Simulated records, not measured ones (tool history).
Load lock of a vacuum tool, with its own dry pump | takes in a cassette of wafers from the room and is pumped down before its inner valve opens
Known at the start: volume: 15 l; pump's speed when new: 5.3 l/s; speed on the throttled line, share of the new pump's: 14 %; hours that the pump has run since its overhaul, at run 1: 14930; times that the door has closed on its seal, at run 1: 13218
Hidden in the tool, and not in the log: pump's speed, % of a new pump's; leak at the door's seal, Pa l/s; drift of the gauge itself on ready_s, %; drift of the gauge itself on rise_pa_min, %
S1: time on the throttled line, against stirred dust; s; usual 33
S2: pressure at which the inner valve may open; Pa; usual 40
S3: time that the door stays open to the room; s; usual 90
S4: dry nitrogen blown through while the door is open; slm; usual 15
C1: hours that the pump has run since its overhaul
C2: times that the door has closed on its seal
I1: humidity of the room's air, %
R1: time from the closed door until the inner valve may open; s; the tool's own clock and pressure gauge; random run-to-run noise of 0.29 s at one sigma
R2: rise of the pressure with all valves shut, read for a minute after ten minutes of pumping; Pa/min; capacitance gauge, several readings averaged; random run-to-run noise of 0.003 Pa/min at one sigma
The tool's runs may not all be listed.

Run 1, hour 0.0: usual settings; C1 14930; C2 13218; I1 45.2. Result: R1 51.1 s, R2 0.053 Pa/min.
Run 2, hour 299.4: usual settings; C1 15229; C2 13979; I1 45.2. Result: R1 50.9 s, R2 0.058 Pa/min.
Run 3, hour 582.2: usual settings; C1 15512; C2 14699; I1 49.7. Result: R1 51.1 s, R2 0.059 Pa/min.
Run 4, hour 796.9: usual settings; C1 15727; C2 15245; I1 43.9. Result: R1 50.7 s, R2 0.055 Pa/min.
Run 5, hour 1072.4: usual settings; C1 16002; C2 15946; I1 45.7. Result: R1 50.9 s, R2 0.054 Pa/min.
Run 6, hour 1329.2: usual settings; C1 16259; C2 16599; I1 49.3. Result: R1 50.9 s, R2 0.065 Pa/min.
Run 7, hour 1591.3: usual settings but S2 50 Pa; C1 16521; C2 17266; I1 43.7. Result: R1 50.0 s, R2 0.057 Pa/min.
Run 8, hour 1823.2: usual settings but S1 57 s, S2 50 Pa; C1 16753; C2 17856; I1 42.9. Result: R1 70.5 s, R2 0.054 Pa/min.
Run 9, hour 2053.2: usual settings but S1 57 s, S2 50 Pa; C1 16983; C2 18441; I1 41.9. Result: R1 70.7 s, R2 0.050 Pa/min.
Run 10, hour 2274.5: usual settings but S1 57 s, S2 50 Pa; C1 17205; C2 19004; I1 42.7. Result: R1 70.9 s, R2 0.052 Pa/min.
Run 11, hour 2469.1: usual settings but S1 57 s, S2 50 Pa; C1 17399; C2 19499; I1 45.2. Result: R1 71.0 s, R2 0.053 Pa/min.
Run 12, hour 2747.3: usual settings but S1 57 s, S2 50 Pa; C1 17677; C2 20206; I1 45.9. Result: R1 71.2 s, R2 0.054 Pa/min.
Run 13, hour 2922.0: usual settings but S1 57 s, S2 50 Pa; C1 17852; C2 20651; I1 45.9. Result: R1 71.0 s, R2 0.053 Pa/min.
Run 14, hour 3192.7: usual settings but S1 57 s, S2 50 Pa; C1 18123; C2 21339; I1 39.8. Result: R1 70.7 s, R2 0.044 Pa/min.
Run 15, hour 3477.5: usual settings but S4 6 slm; C1 18408; C2 22064; I1 42.2. Result: R1 51.0 s, R2 0.072 Pa/min.
Run 16, hour 3747.9: usual settings but S4 6 slm; C1 18678; C2 22751; I1 44.2. Result: R1 50.8 s, R2 0.067 Pa/min.
Run 17, hour 3962.9: usual settings but S4 6 slm; C1 18893; C2 23298; I1 47.4. Result: R1 51.0 s, R2 0.071 Pa/min.
Run 18, hour 4204.3: usual settings but S1 53 s, S4 6 slm; C1 19134; C2 23913; I1 42.7. Result: R1 67.4 s, R2 0.070 Pa/min.
Run 19, hour 4373.1: usual settings but S1 53 s, S4 6 slm; C1 19303; C2 24342; I1 45.2. Result: R1 67.8 s, R2 0.067 Pa/min.
Run 20, hour 4572.0: usual settings but S1 53 s, S4 6 slm; C1 19502; C2 24848; I1 47.1. Result: R1 68.8 s, R2 0.078 Pa/min.
Run 21, hour 4744.0: usual settings but S3 49 s; C1 19674; C2 25285; I1 47.2. Result: R1 50.8 s, R2 0.039 Pa/min.
Run 22, hour 5013.8: usual settings but S3 49 s; C1 19944; C2 25972; I1 46.9. Result: R1 50.7 s, R2 0.037 Pa/min.
Run 23, hour 5177.2: usual settings but S3 49 s; C1 20107; C2 26387; I1 44.3. Result: R1 51.4 s, R2 0.035 Pa/min.
Run 24, hour 5341.7: usual settings but S3 49 s; C1 20272; C2 26806; I1 39.2. Result: R1 50.9 s, R2 0.028 Pa/min.
At hour 5471.6: dry pump taken out, an overhauled one fitted.
Run 25, hour 5541.4: usual settings but S1 25 s, S2 67 Pa, S3 154 s, S4 22 slm; C1 70; C2 27299; I1 45.3. Result: R1 42.8 s, R2 0.068 Pa/min.
Run 26, hour 5677.7: usual settings but S1 25 s, S2 29 Pa, S3 33 s, S4 22 slm; C1 206; C2 27645; I1 46.0. Result: R1 45.0 s, R2 0.028 Pa/min.
Run 27, hour 5849.3: usual settings but S1 25 s, S2 29 Pa, S3 33 s, S4 22 slm; C1 378; C2 28082; I1 45.0. Result: R1 45.1 s, R2 0.025 Pa/min.
Run 28, hour 6077.5: usual settings but S2 30 Pa; C1 606; C2 28662; I1 41.5. Result: R1 51.8 s, R2 0.046 Pa/min.
Run 29, hour 6345.0: usual settings but S2 30 Pa; C1 873; C2 29343; I1 43.0. Result: R1 51.7 s, R2 0.056 Pa/min.
Run 30, hour 6575.4: usual settings but S3 112 s; C1 1104; C2 29929; I1 47.9. Result: R1 50.8 s, R2 0.068 Pa/min.
Run 31, hour 6809.6: usual settings but S1 52 s, S2 32 Pa, S3 47 s, S4 36 slm; C1 1338; C2 30525; I1 44.9. Result: R1 68.3 s, R2 0.025 Pa/min.
Run 32, hour 7062.3: usual settings but S1 50 s, S2 32 Pa, S3 79 s, S4 7 slm; C1 1591; C2 31167; I1 46.8. Result: R1 65.9 s, R2 0.063 Pa/min.
Run 33, hour 7229.9: usual settings but S3 152 s; C1 1758; C2 31594; I1 44.6. Result: R1 50.6 s, R2 0.076 Pa/min.
Run 34, hour 7489.9: usual settings but S3 152 s; C1 2018; C2 32255; I1 45.6. Result: R1 51.1 s, R2 0.076 Pa/min.
Run 35, hour 7795.9: usual settings but S1 41 s, S3 34 s, S4 10 slm; C1 2324; C2 33033; I1 50.6. Result: R1 57.8 s, R2 0.035 Pa/min.
Run 36, hour 8069.2: usual settings but S1 25 s, S3 32 s, S4 16 slm; C1 2598; C2 33729; I1 45.3. Result: R1 44.1 s, R2 0.028 Pa/min.

3 options for the next run, each taken on its own from the tool as it stands now. Forecast them:
Run A, hour 8348.9: usual settings but S1 39 s, S3 32 s, S4 16 slm; C1 2877; C2 34440; I1 45.9. Result: R1 ?, R2 ?.
Run B, hour 8348.9: usual settings but S1 28 s; C1 2877; C2 34440; I1 43.2. Result: R1 ?, R2 ?.
Run C, hour 8348.9: usual settings but S2 60 Pa, S3 235 s, S4 6 slm; C1 2877; C2 34440; I1 42.2. Result: R1 ?, R2 ?.

run    R1     R2
  A  55.9  0.025
  B  46.6  0.049
  C  49.6  0.125
What these runs would have given with no unlogged condition in the tool:
run    R1     R2
  A  55.9  0.025
  B  46.6  0.049
  C  49.6  0.124

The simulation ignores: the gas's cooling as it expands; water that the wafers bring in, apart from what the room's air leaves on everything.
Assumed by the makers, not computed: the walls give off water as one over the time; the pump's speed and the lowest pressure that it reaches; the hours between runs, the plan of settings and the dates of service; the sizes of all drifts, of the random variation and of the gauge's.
